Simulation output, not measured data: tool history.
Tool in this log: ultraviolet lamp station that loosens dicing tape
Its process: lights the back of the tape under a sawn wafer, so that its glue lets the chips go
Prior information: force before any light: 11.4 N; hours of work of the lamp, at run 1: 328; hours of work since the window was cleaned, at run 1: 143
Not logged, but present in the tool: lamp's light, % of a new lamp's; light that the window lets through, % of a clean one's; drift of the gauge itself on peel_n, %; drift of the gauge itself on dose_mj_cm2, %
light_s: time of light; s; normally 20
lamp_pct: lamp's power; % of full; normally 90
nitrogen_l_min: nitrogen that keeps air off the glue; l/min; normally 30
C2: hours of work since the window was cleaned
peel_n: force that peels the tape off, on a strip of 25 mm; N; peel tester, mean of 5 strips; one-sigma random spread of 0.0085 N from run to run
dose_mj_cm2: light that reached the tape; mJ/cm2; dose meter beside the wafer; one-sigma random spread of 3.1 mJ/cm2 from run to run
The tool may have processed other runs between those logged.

run 1 hour=0.0 | light_s=20 lamp_pct=90 nitrogen_l_min=30 | hours_of_work_of_the_lamp=328 C2=143 | peel_n=0.336 dose_mj_cm2=462
run 2 hour=15.4 | light_s=21 lamp_pct=90 nitrogen_l_min=30 | hours_of_work_of_the_lamp=339 C2=154 | peel_n=0.291 dose_mj_cm2=486
run 3 hour=47.9 | light_s=21 lamp_pct=90 nitrogen_l_min=30 | hours_of_work_of_the_lamp=363 C2=178 | peel_n=0.301 dose_mj_cm2=489
run 4 hour=78.9 | light_s=20 lamp_pct=90 nitrogen_l_min=12 | hours_of_work_of_the_lamp=385 C2=200 | peel_n=0.852 dose_mj_cm2=460
run 5 hour=111.6 | light_s=20 lamp_pct=90 nitrogen_l_min=12 | hours_of_work_of_the_lamp=409 C2=224 | peel_n=0.883 dose_mj_cm2=467
run 6 hour=137.0 | light_s=20 lamp_pct=90 nitrogen_l_min=12 | hours_of_work_of_the_lamp=427 C2=242 | peel_n=0.867 dose_mj_cm2=470
run 7 hour=170.9 | light_s=20 lamp_pct=90 nitrogen_l_min=16 | hours_of_work_of_the_lamp=452 C2=267 | peel_n=0.648 dose_mj_cm2=461
run 8 hour=203.5 | light_s=20 lamp_pct=90 nitrogen_l_min=30 | hours_of_work_of_the_lamp=476 C2=290 | peel_n=0.349 dose_mj_cm2=469
run 9 hour=233.4 | light_s=20 lamp_pct=90 nitrogen_l_min=30 | hours_of_work_of_the_lamp=497 C2=312 | peel_n=0.350 dose_mj_cm2=462
run 10 hour=254.9 | light_s=20 lamp_pct=90 nitrogen_l_min=30 | hours_of_work_of_the_lamp=513 C2=328 | peel_n=0.342 dose_mj_cm2=467
run 11 hour=281.2 | light_s=20 lamp_pct=90 nitrogen_l_min=30 | hours_of_work_of_the_lamp=532 C2=347 | peel_n=0.338 dose_mj_cm2=464
run 12 hour=303.6 | light_s=36 lamp_pct=90 nitrogen_l_min=30 | hours_of_work_of_the_lamp=548 C2=363 | peel_n=0.105 dose_mj_cm2=834
run 13 hour=329.2 | light_s=36 lamp_pct=90 nitrogen_l_min=30 | hours_of_work_of_the_lamp=567 C2=382 | peel_n=0.105 dose_mj_cm2=825
run 14 hour=354.4 | light_s=20 lamp_pct=90 nitrogen_l_min=30 | hours_of_work_of_the_lamp=585 C2=400 | peel_n=0.339 dose_mj_cm2=467
run 15 hour=371.2 | light_s=20 lamp_pct=90 nitrogen_l_min=30 | hours_of_work_of_the_lamp=597 C2=412 | peel_n=0.332 dose_mj_cm2=467
run 16 hour=385.6 | light_s=20 lamp_pct=90 nitrogen_l_min=30 | hours_of_work_of_the_lamp=608 C2=423 | peel_n=0.354 dose_mj_cm2=467
run 17 hour=403.4 | light_s=20 lamp_pct=90 nitrogen_l_min=30 | hours_of_work_of_the_lamp=621 C2=436 | peel_n=0.337 dose_mj_cm2=469
run 18 hour=417.8 | light_s=20 lamp_pct=90 nitrogen_l_min=30 | hours_of_work_of_the_lamp=631 C2=446 | peel_n=0.347 dose_mj_cm2=467
run 19 hour=440.3 | light_s=20 lamp_pct=90 nitrogen_l_min=19 | hours_of_work_of_the_lamp=647 C2=462 | peel_n=0.552 dose_mj_cm2=468
run 20 hour=454.6 | light_s=20 lamp_pct=90 nitrogen_l_min=19 | hours_of_work_of_the_lamp=658 C2=473 | peel_n=0.562 dose_mj_cm2=467
run 21 hour=483.1 | light_s=20 lamp_pct=90 nitrogen_l_min=19 | hours_of_work_of_the_lamp=678 C2=493 | peel_n=0.566 dose_mj_cm2=461
run 22 hour=512.7 | light_s=20 lamp_pct=67 nitrogen_l_min=19 | hours_of_work_of_the_lamp=700 C2=515 | peel_n=1.124 dose_mj_cm2=346
-- hour=530.5 window cleaned of glue's vapour
run 23 hour=536.6 | light_s=14 lamp_pct=78 nitrogen_l_min=54 | hours_of_work_of_the_lamp=717 C2=4 | peel_n=0.788 dose_mj_cm2=286
run 24 hour=555.5 | light_s=14 lamp_pct=78 nitrogen_l_min=54 | hours_of_work_of_the_lamp=731 C2=18 | peel_n=0.782 dose_mj_cm2=281
run 25 hour=577.3 | light_s=24 lamp_pct=84 nitrogen_l_min=30 | hours_of_work_of_the_lamp=746 C2=34 | peel_n=0.250 dose_mj_cm2=515
run 26 hour=605.3 | light_s=24 lamp_pct=84 nitrogen_l_min=30 | hours_of_work_of_the_lamp=767 C2=54 | peel_n=0.263 dose_mj_cm2=520
run 27 hour=628.0 | light_s=21 lamp_pct=84 nitrogen_l_min=10 | hours_of_work_of_the_lamp=783 C2=71 | peel_n=1.044 dose_mj_cm2=458
run 28 hour=645.4 | light_s=20 lamp_pct=65 nitrogen_l_min=30 | hours_of_work_of_the_lamp=796 C2=83 | peel_n=0.815 dose_mj_cm2=334
run 29 hour=673.3 | light_s=34 lamp_pct=85 nitrogen_l_min=39 | hours_of_work_of_the_lamp=816 C2=104 | peel_n=0.108 dose_mj_cm2=749

Expected results for the next run?
run 30 hour=706.5 | light_s=34 lamp_pct=85 nitrogen_l_min=39 | hours_of_work_of_the_lamp=840 C2=128 | peel_n=? dose_mj_cm2=?

peel_n: 0.110 N
dose_mj_cm2: 751 mJ/cm2
The same run, on a tool lacking any hidden state, would have yielded peel_n 0.110 N, dose_mj_cm2 752 mJ/cm2.
